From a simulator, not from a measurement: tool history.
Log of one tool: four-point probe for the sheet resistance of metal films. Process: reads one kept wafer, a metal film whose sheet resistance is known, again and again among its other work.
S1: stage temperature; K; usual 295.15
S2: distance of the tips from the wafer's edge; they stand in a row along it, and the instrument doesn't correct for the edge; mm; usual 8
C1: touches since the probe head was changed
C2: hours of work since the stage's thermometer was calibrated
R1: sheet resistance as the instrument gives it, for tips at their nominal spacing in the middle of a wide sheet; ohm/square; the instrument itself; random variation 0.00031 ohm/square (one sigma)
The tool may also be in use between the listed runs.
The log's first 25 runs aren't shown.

run   hour      S1  S2     C1    C2        R1
 26  504.4  295.15  34  49201  1246  1.557211
 27  521.7  295.15  34  49814  1254  1.558027
 28  548.5  299.15   4  50768  1267  1.575101
     551.5  -- stage's thermometer calibrated
 29  564.9  299.15   4  51333     6  1.576535
 30  592.8  304.15  44  52324    19  1.551733
 31  606.9  298.15  44  52824    26  1.555758
 32  625.0  305.15   8  53470    34  1.556203
     651.0  -- stage's thermometer calibrated, once more
 33  652.5  297.15  27  54427     1  1.553959
 34  666.2  305.15   5  54915     7  1.561331
 35  684.8  305.15   5  55575    16  1.561430
 36  707.4  305.15   5  56377    26  1.561375
 37  732.8  306.15  18  57281    38  1.548102
 38  754.9  304.15   6  58066    48  1.557776
 39  778.6  304.15   6  58906    59  1.557109
 40  800.9  304.15   6  59698    70  1.558043
 41  821.7  296.15   8  60440    79  1.559018
 42  850.5  297.15   4  61461    93  1.573724
 43  864.6  297.15   4  61962    99  1.573676
 44  893.0  297.15   4  62971   112  1.573543
 45  911.1  295.15  20  63613   121  1.554860
 46  932.2  295.15  20  64365   131  1.555359

Forecast each of these 3 alternatives for the next run:
  A  947.7  306.15  64  64915  138   ?
  B  947.7  293.15   9  64915  138   ?
  C  947.7  295.15  20  64915  138   ?

run        R1
  A  1.546514
  B  1.559877
  C  1.555077
Without the tool's hidden state the same runs would have given:
run        R1
  A  1.553100
  B  1.566528
  C  1.561707
